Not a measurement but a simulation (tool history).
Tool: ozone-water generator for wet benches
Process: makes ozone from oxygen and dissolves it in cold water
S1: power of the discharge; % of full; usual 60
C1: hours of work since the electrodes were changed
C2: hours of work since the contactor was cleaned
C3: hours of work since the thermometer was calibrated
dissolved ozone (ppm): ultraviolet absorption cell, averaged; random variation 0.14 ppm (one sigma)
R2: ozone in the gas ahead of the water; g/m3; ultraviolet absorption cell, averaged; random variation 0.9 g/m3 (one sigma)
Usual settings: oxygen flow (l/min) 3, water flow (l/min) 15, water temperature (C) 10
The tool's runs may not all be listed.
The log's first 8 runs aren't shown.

run 9 day=57.012 | S1=60 oxygen_flow_(l/min)=3 water_flow_(l/min)=15 water_temperature_(C)=13 | C1=2518 C2=3939 C3=3106 | dissolved_ozone_(ppm)=14.9 R2=149.7
run 10 day=65.167 | S1=60 oxygen_flow_(l/min)=3 water_flow_(l/min)=15 water_temperature_(C)=10 | C1=2643 C2=4065 C3=3232 | dissolved_ozone_(ppm)=15.6 R2=150.6
run 11 day=73.267 | S1=60 oxygen_flow_(l/min)=3 water_flow_(l/min)=15 water_temperature_(C)=10 | C1=2767 C2=4189 C3=3356 | dissolved_ozone_(ppm)=15.4 R2=149.4
run 12 day=78.567 | S1=71 oxygen_flow_(l/min)=3 water_flow_(l/min)=15 water_temperature_(C)=10 | C1=2849 C2=4270 C3=3437 | dissolved_ozone_(ppm)=17.8 R2=172.9
run 13 day=88.025 | S1=71 oxygen_flow_(l/min)=3 water_flow_(l/min)=15 water_temperature_(C)=10 | C1=2994 C2=4416 C3=3583 | dissolved_ozone_(ppm)=17.8 R2=173
run 14 day=94.433 | S1=71 oxygen_flow_(l/min)=3 water_flow_(l/min)=15 water_temperature_(C)=10 | C1=3092 C2=4514 C3=3681 | dissolved_ozone_(ppm)=17.8 R2=176.4
run 15 day=100.904 | S1=60 oxygen_flow_(l/min)=3 water_flow_(l/min)=15 water_temperature_(C)=10 | C1=3192 C2=4613 C3=3781 | dissolved_ozone_(ppm)=15.3 R2=150
run 16 day=106.271 | S1=60 oxygen_flow_(l/min)=3 water_flow_(l/min)=15 water_temperature_(C)=10 | C1=3274 C2=4696 C3=3863 | dissolved_ozone_(ppm)=15.3 R2=149.6
run 17 day=112.708 | S1=60 oxygen_flow_(l/min)=3.45 water_flow_(l/min)=11 water_temperature_(C)=10 | C1=3373 C2=4795 C3=3962 | dissolved_ozone_(ppm)=19.9 R2=137.5
run 18 day=119.746 | S1=60 oxygen_flow_(l/min)=3.45 water_flow_(l/min)=11 water_temperature_(C)=10 | C1=3481 C2=4903 C3=4070 | dissolved_ozone_(ppm)=20.1 R2=138.2
-- day=124.346 contactor cleaned
run 19 day=124.625 | S1=60 oxygen_flow_(l/min)=3 water_flow_(l/min)=23 water_temperature_(C)=5 | C1=3553 C2=4 C3=4142 | dissolved_ozone_(ppm)=10.5 R2=151.2
run 20 day=129.85 | S1=72 oxygen_flow_(l/min)=1.53 water_flow_(l/min)=15 water_temperature_(C)=10 | C1=3634 C2=84 C3=4223 | dissolved_ozone_(ppm)=16.6 R2=268
run 21 day=136.521 | S1=72 oxygen_flow_(l/min)=1.53 water_flow_(l/min)=15 water_temperature_(C)=10 | C1=3736 C2=187 C3=4325 | dissolved_ozone_(ppm)=16.8 R2=265.1
run 22 day=143.733 | S1=60 oxygen_flow_(l/min)=3 water_flow_(l/min)=10 water_temperature_(C)=10 | C1=3847 C2=298 C3=4436 | dissolved_ozone_(ppm)=21.3 R2=151.2
run 23 day=153.008 | S1=60 oxygen_flow_(l/min)=3 water_flow_(l/min)=10 water_temperature_(C)=11 | C1=3989 C2=440 C3=4578 | dissolved_ozone_(ppm)=21.2 R2=149.8
run 24 day=160.033 | S1=60 oxygen_flow_(l/min)=3.36 water_flow_(l/min)=20 water_temperature_(C)=11 | C1=4097 C2=548 C3=4686 | dissolved_ozone_(ppm)=11.7 R2=140.6
run 25 day=168.617 | S1=60 oxygen_flow_(l/min)=3.14 water_flow_(l/min)=11 water_temperature_(C)=11 | C1=4229 C2=680 C3=4818 | dissolved_ozone_(ppm)=19.9 R2=146.4
run 26 day=176.525 | S1=60 oxygen_flow_(l/min)=3.14 water_flow_(l/min)=11 water_temperature_(C)=11 | C1=4351 C2=801 C3=4939 | dissolved_ozone_(ppm)=19.6 R2=145.8
run 27 day=182.954 | S1=47 oxygen_flow_(l/min)=3.14 water_flow_(l/min)=11 water_temperature_(C)=16 | C1=4449 C2=900 C3=5038 | dissolved_ozone_(ppm)=14.5 R2=118.7
run 28 day=189.738 | S1=46 oxygen_flow_(l/min)=1.69 water_flow_(l/min)=11 water_temperature_(C)=5 | C1=4554 C2=1004 C3=5142 | dissolved_ozone_(ppm)=15.7 R2=169.2
run 29 day=197.812 | S1=54 oxygen_flow_(l/min)=3 water_flow_(l/min)=23 water_temperature_(C)=10 | C1=4678 C2=1128 C3=5266 | dissolved_ozone_(ppm)=9.2 R2=135.2
run 30 day=203.338 | S1=74 oxygen_flow_(l/min)=2.43 water_flow_(l/min)=15 water_temperature_(C)=10 | C1=4762 C2=1213 C3=5351 | dissolved_ozone_(ppm)=18.2 R2=209.2
run 31 day=212.879 | S1=74 oxygen_flow_(l/min)=2.43 water_flow_(l/min)=15 water_temperature_(C)=10 | C1=4909 C2=1360 C3=5498 | dissolved_ozone_(ppm)=17.9 R2=207.7
run 32 day=218.096 | S1=57 oxygen_flow_(l/min)=2.86 water_flow_(l/min)=15 water_temperature_(C)=6 | C1=4989 C2=1440 C3=5578 | dissolved_ozone_(ppm)=15 R2=148.6

3 ways to go on from here, each from the tool as it stands after run 32. What would each give?
run A day=226.088 | S1=60 oxygen_flow_(l/min)=3 water_flow_(l/min)=11 water_temperature_(C)=6 | C1=5112 C2=1563 C3=5701 | dissolved_ozone_(ppm)=? R2=?
run B day=226.088 | S1=57 oxygen_flow_(l/min)=2.86 water_flow_(l/min)=11 water_temperature_(C)=6 | C1=5112 C2=1563 C3=5701 | dissolved_ozone_(ppm)=? R2=?
run C day=226.088 | S1=57 oxygen_flow_(l/min)=4.7 water_flow_(l/min)=15 water_temperature_(C)=7 | C1=5112 C2=1563 C3=5701 | dissolved_ozone_(ppm)=? R2=?

run=A dissolved_ozone_(ppm)=20.9 R2=150.6
run=B dissolved_ozone_(ppm)=19.9 R2=147.7
run=C dissolved_ozone_(ppm)=15.4 R2=108.8
Without the tool's hidden state the same runs would have given:
run=A dissolved_ozone_(ppm)=21 R2=150.8
run=B dissolved_ozone_(ppm)=20 R2=148
run=C dissolved_ozone_(ppm)=15.4 R2=108.9
